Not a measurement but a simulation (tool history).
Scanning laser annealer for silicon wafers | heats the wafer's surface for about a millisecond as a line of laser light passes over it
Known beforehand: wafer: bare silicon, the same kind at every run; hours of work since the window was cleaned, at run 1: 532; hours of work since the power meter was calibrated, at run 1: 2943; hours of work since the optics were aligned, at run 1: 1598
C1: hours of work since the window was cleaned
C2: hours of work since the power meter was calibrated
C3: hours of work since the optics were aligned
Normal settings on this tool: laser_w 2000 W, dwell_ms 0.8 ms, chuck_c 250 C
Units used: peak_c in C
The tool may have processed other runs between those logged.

run 1 day=0 | laser_w=2000 dwell_ms=0.8 chuck_c=250 | C1=532 C2=2943 C3=1598 | peak_c=966
run 2 day=2.567 | laser_w=2000 dwell_ms=0.8 chuck_c=250 | C1=578 C2=2989 C3=1644 | peak_c=962
-- day=6.838 optics aligned, line set to its width
run 3 day=6.967 | laser_w=2000 dwell_ms=0.8 chuck_c=250 | C1=653 C2=3064 C3=2 | peak_c=972
-- day=9.279 window over the wafer cleaned
run 4 day=9.492 | laser_w=2000 dwell_ms=0.8 chuck_c=250 | C1=4 C2=3108 C3=46 | peak_c=988
run 5 day=13.671 | laser_w=2000 dwell_ms=0.8 chuck_c=250 | C1=79 C2=3184 C3=122 | peak_c=984
run 6 day=17.55 | laser_w=2000 dwell_ms=0.8 chuck_c=250 | C1=149 C2=3253 C3=191 | peak_c=980
run 7 day=20.408 | laser_w=2000 dwell_ms=0.8 chuck_c=252 | C1=200 C2=3305 C3=243 | peak_c=987
run 8 day=23.446 | laser_w=2000 dwell_ms=0.8 chuck_c=252 | C1=255 C2=3359 C3=297 | peak_c=980
run 9 day=25.725 | laser_w=2000 dwell_ms=0.8 chuck_c=252 | C1=296 C2=3400 C3=338 | peak_c=981
run 10 day=29.108 | laser_w=2000 dwell_ms=0.8 chuck_c=252 | C1=357 C2=3461 C3=399 | peak_c=981
run 11 day=32.933 | laser_w=2000 dwell_ms=0.8 chuck_c=252 | C1=426 C2=3530 C3=468 | peak_c=975
run 12 day=35.738 | laser_w=2000 dwell_ms=0.831 chuck_c=252 | C1=476 C2=3581 C3=519 | peak_c=990
run 13 day=39.896 | laser_w=2000 dwell_ms=0.673 chuck_c=252 | C1=551 C2=3655 C3=593 | peak_c=919
run 14 day=42.196 | laser_w=2000 dwell_ms=0.673 chuck_c=252 | C1=592 C2=3697 C3=635 | peak_c=919
run 15 day=45.642 | laser_w=2000 dwell_ms=0.96 chuck_c=252 | C1=654 C2=3759 C3=697 | peak_c=1030
-- day=48.175 window over the wafer cleaned
run 16 day=49.125 | laser_w=2000 dwell_ms=0.96 chuck_c=252 | C1=17 C2=3820 C3=758 | peak_c=1051
run 17 day=52.762 | laser_w=2099 dwell_ms=0.895 chuck_c=228 | C1=83 C2=3885 C3=823 | peak_c=1048
run 18 day=56.533 | laser_w=1894 dwell_ms=0.834 chuck_c=264 | C1=150 C2=3953 C3=891 | peak_c=956
run 19 day=59.85 | laser_w=1894 dwell_ms=0.834 chuck_c=211 | C1=210 C2=4013 C3=951 | peak_c=903
run 20 day=62.871 | laser_w=1927 dwell_ms=0.643 chuck_c=211 | C1=264 C2=4067 C3=1005 | peak_c=841
run 21 day=65.308 | laser_w=1927 dwell_ms=0.643 chuck_c=211 | C1=308 C2=4111 C3=1049 | peak_c=839
run 22 day=67.829 | laser_w=2065 dwell_ms=0.8 chuck_c=250 | C1=354 C2=4157 C3=1094 | peak_c=1003
run 23 day=70.062 | laser_w=1754 dwell_ms=0.664 chuck_c=242 | C1=394 C2=4197 C3=1135 | peak_c=805
run 24 day=73.288 | laser_w=1754 dwell_ms=0.582 chuck_c=220 | C1=452 C2=4255 C3=1193 | peak_c=748
run 25 day=75.917 | laser_w=1754 dwell_ms=0.582 chuck_c=220 | C1=499 C2=4302 C3=1240 | peak_c=747
run 26 day=78.358 | laser_w=2000 dwell_ms=0.775 chuck_c=258 | C1=543 C2=4346 C3=1284 | peak_c=968
run 27 day=82.442 | laser_w=2000 dwell_ms=0.775 chuck_c=258 | C1=617 C2=4419 C3=1357 | peak_c=963
run 28 day=85.417 | laser_w=1972 dwell_ms=0.609 chuck_c=280 | C1=670 C2=4473 C3=1411 | peak_c=902
-- day=86.775 window over the wafer cleaned
run 29 day=89.117 | laser_w=1997 dwell_ms=0.993 chuck_c=250 | C1=42 C2=4538 C3=1476 | peak_c=1049
run 30 day=90.8 | laser_w=1997 dwell_ms=0.993 chuck_c=250 | C1=72 C2=4568 C3=1506 | peak_c=1053
run 31 day=94.804 | laser_w=1743 dwell_ms=0.595 chuck_c=222 | C1=145 C2=4640 C3=1578 | peak_c=758

Consider 5 possible next runs. They are alternatives, not a sequence: every one starts from the tool as it was left by run 31. What does each give?
run A day=97.367 | laser_w=1754 dwell_ms=0.595 chuck_c=232 | C1=191 C2=4687 C3=1624 | peak_c=?
run B day=97.367 | laser_w=2199 dwell_ms=0.927 chuck_c=232 | C1=191 C2=4687 C3=1624 | peak_c=?
run C day=97.367 | laser_w=1896 dwell_ms=0.642 chuck_c=221 | C1=191 C2=4687 C3=1624 | peak_c=?
run D day=97.367 | laser_w=1743 dwell_ms=0.743 chuck_c=254 | C1=191 C2=4687 C3=1624 | peak_c=?
run E day=97.367 | laser_w=2137 dwell_ms=0.573 chuck_c=222 | C1=191 C2=4687 C3=1624 | peak_c=?

run=A peak_c=770
run=B peak_c=1104
run=C peak_c=835
run=D peak_c=846
run=E peak_c=900
What these runs would have given with no unlogged condition in the tool:
run=A peak_c=785
run=B peak_c=1128
run=C peak_c=852
run=D peak_c=863
run=E peak_c=919

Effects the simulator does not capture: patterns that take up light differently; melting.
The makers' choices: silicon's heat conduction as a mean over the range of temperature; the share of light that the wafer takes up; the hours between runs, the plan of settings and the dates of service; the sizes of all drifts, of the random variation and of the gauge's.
